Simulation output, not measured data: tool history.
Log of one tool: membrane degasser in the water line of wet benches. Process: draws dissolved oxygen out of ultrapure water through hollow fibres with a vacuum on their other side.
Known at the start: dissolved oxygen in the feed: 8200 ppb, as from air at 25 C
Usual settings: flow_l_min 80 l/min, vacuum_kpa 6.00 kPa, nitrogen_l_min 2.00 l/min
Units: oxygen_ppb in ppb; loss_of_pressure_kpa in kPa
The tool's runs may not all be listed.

Run 1, day 0.000: usual settings. Result: oxygen_ppb 343.2 ppb, loss_of_pressure_kpa 62.74 kPa.
Run 2, day 4.467: usual settings but flow_l_min 78 l/min. Result: oxygen_ppb 334.0 ppb, loss_of_pressure_kpa 61.00 kPa.
Run 3, day 7.350: usual settings but flow_l_min 78 l/min. Result: oxygen_ppb 333.2 ppb, loss_of_pressure_kpa 61.72 kPa.
Run 4, day 10.371: usual settings but flow_l_min 78 l/min. Result: oxygen_ppb 330.8 ppb, loss_of_pressure_kpa 61.32 kPa.
Run 5, day 15.279: usual settings but nitrogen_l_min 4.24 l/min. Result: oxygen_ppb 240.6 ppb, loss_of_pressure_kpa 63.32 kPa.
Run 6, day 17.992: usual settings. Result: oxygen_ppb 343.8 ppb, loss_of_pressure_kpa 63.37 kPa.
Run 7, day 20.104: usual settings. Result: oxygen_ppb 338.8 ppb, loss_of_pressure_kpa 63.33 kPa.
Run 8, day 22.762: usual settings. Result: oxygen_ppb 340.9 ppb, loss_of_pressure_kpa 63.07 kPa.
Run 9, day 27.267: usual settings but vacuum_kpa 7.79 kPa. Result: oxygen_ppb 468.0 ppb, loss_of_pressure_kpa 63.28 kPa.
Run 10, day 30.296: usual settings but vacuum_kpa 7.79 kPa. Result: oxygen_ppb 470.3 ppb, loss_of_pressure_kpa 63.48 kPa.
Run 11, day 33.921: usual settings but vacuum_kpa 7.79 kPa. Result: oxygen_ppb 477.6 ppb, loss_of_pressure_kpa 63.13 kPa.
Run 12, day 36.046: usual settings but vacuum_kpa 7.79 kPa. Result: oxygen_ppb 472.3 ppb, loss_of_pressure_kpa 63.54 kPa.
Run 13, day 40.700: usual settings but vacuum_kpa 7.67 kPa. Result: oxygen_ppb 460.4 ppb, loss_of_pressure_kpa 63.82 kPa.
Run 14, day 43.046: usual settings but vacuum_kpa 7.67 kPa. Result: oxygen_ppb 462.9 ppb, loss_of_pressure_kpa 63.76 kPa.
Run 15, day 48.088: usual settings but vacuum_kpa 7.67 kPa. Result: oxygen_ppb 467.7 ppb, loss_of_pressure_kpa 63.99 kPa.
Run 16, day 52.179: usual settings but nitrogen_l_min 4.88 l/min. Result: oxygen_ppb 226.3 ppb, loss_of_pressure_kpa 63.51 kPa.
Run 17, day 56.933: usual settings but flow_l_min 69 l/min, nitrogen_l_min 4.88 l/min. Result: oxygen_ppb 177.9 ppb, loss_of_pressure_kpa 55.37 kPa.
Run 18, day 59.008: usual settings but flow_l_min 62 l/min, vacuum_kpa 9.29 kPa, nitrogen_l_min 2.90 l/min. Result: oxygen_ppb 341.2 ppb, loss_of_pressure_kpa 49.80 kPa.
Run 19, day 62.675: usual settings but flow_l_min 97 l/min, vacuum_kpa 4.18 kPa. Result: oxygen_ppb 280.0 ppb, loss_of_pressure_kpa 78.06 kPa.
Run 20, day 65.596: usual settings but flow_l_min 69 l/min, vacuum_kpa 6.34 kPa, nitrogen_l_min 2.90 l/min. Result: oxygen_ppb 242.6 ppb, loss_of_pressure_kpa 55.51 kPa.
Run 21, day 70.038: usual settings but flow_l_min 69 l/min, vacuum_kpa 6.34 kPa, nitrogen_l_min 2.90 l/min. Result: oxygen_ppb 243.7 ppb, loss_of_pressure_kpa 55.57 kPa.
Run 22, day 73.025: usual settings but flow_l_min 114 l/min, vacuum_kpa 6.34 kPa, nitrogen_l_min 2.90 l/min. Result: oxygen_ppb 503.0 ppb, loss_of_pressure_kpa 91.81 kPa.
Run 23, day 77.792: usual settings but flow_l_min 71 l/min, vacuum_kpa 4.52 kPa, nitrogen_l_min 3.73 l/min. Result: oxygen_ppb 147.3 ppb, loss_of_pressure_kpa 57.14 kPa.
At day 81.900: gauge calibrated.
Run 24, day 82.229: usual settings but flow_l_min 87 l/min, vacuum_kpa 5.91 kPa, nitrogen_l_min 2.80 l/min. Result: oxygen_ppb 327.8 ppb, loss_of_pressure_kpa 68.47 kPa.
Run 25, day 85.646: usual settings but flow_l_min 112 l/min, vacuum_kpa 12.04 kPa, nitrogen_l_min 0.97 l/min. Result: oxygen_ppb 1541.8 ppb, loss_of_pressure_kpa 88.19 kPa.
Run 26, day 87.717: usual settings but flow_l_min 112 l/min, vacuum_kpa 12.04 kPa, nitrogen_l_min 0.97 l/min. Result: oxygen_ppb 1537.1 ppb, loss_of_pressure_kpa 88.81 kPa.
Run 27, day 90.962: usual settings but flow_l_min 124 l/min, vacuum_kpa 6.87 kPa, nitrogen_l_min 2.49 l/min. Result: oxygen_ppb 635.6 ppb, loss_of_pressure_kpa 97.42 kPa.
Run 28, day 94.950: usual settings but flow_l_min 53 l/min, vacuum_kpa 6.83 kPa, nitrogen_l_min 1.14 l/min. Result: oxygen_ppb 356.5 ppb, loss_of_pressure_kpa 41.41 kPa.
Run 29, day 97.571: usual settings but flow_l_min 103 l/min, vacuum_kpa 6.83 kPa, nitrogen_l_min 0.93 l/min. Result: oxygen_ppb 769.9 ppb, loss_of_pressure_kpa 81.58 kPa.
Run 30, day 100.588: usual settings but flow_l_min 104 l/min, vacuum_kpa 12.72 kPa, nitrogen_l_min 2.27 l/min. Result: oxygen_ppb 959.4 ppb, loss_of_pressure_kpa 82.35 kPa.
At day 102.721: vacuum gauge calibrated.
Run 31, day 103.738: usual settings but flow_l_min 94 l/min, vacuum_kpa 12.72 kPa, nitrogen_l_min 5.61 l/min. Result: oxygen_ppb 510.2 ppb, loss_of_pressure_kpa 74.25 kPa.
Run 32, day 108.029: usual settings but flow_l_min 58 l/min, vacuum_kpa 12.72 kPa, nitrogen_l_min 5.61 l/min. Result: oxygen_ppb 280.1 ppb, loss_of_pressure_kpa 46.00 kPa.
Run 33, day 111.567: usual settings but flow_l_min 58 l/min, vacuum_kpa 12.72 kPa, nitrogen_l_min 5.61 l/min. Result: oxygen_ppb 273.3 ppb, loss_of_pressure_kpa 46.20 kPa.

3 ways to go on from here, each from the tool as it stands after run 33. What would each give?
Run A, day 113.658: usual settings but flow_l_min 63 l/min, vacuum_kpa 12.72 kPa, nitrogen_l_min 4.26 l/min. Result: oxygen_ppb ?, loss_of_pressure_kpa ?.
Run B, day 113.658: usual settings but flow_l_min 112 l/min, nitrogen_l_min 4.91 l/min. Result: oxygen_ppb ?, loss_of_pressure_kpa ?.
Run C, day 113.658: usual settings but flow_l_min 58 l/min, vacuum_kpa 9.71 kPa, nitrogen_l_min 5.61 l/min. Result: oxygen_ppb ?, loss_of_pressure_kpa ?.

run  oxygen_ppb  loss_of_pressure_kpa
  A       379.1                 50.13
  B       389.8                 88.63
  C       205.9                 46.09
Without the tool's hidden state the same runs would have given:
run  oxygen_ppb  loss_of_pressure_kpa
  A       378.9                 49.57
  B       389.4                 87.64
  C       205.8                 45.57
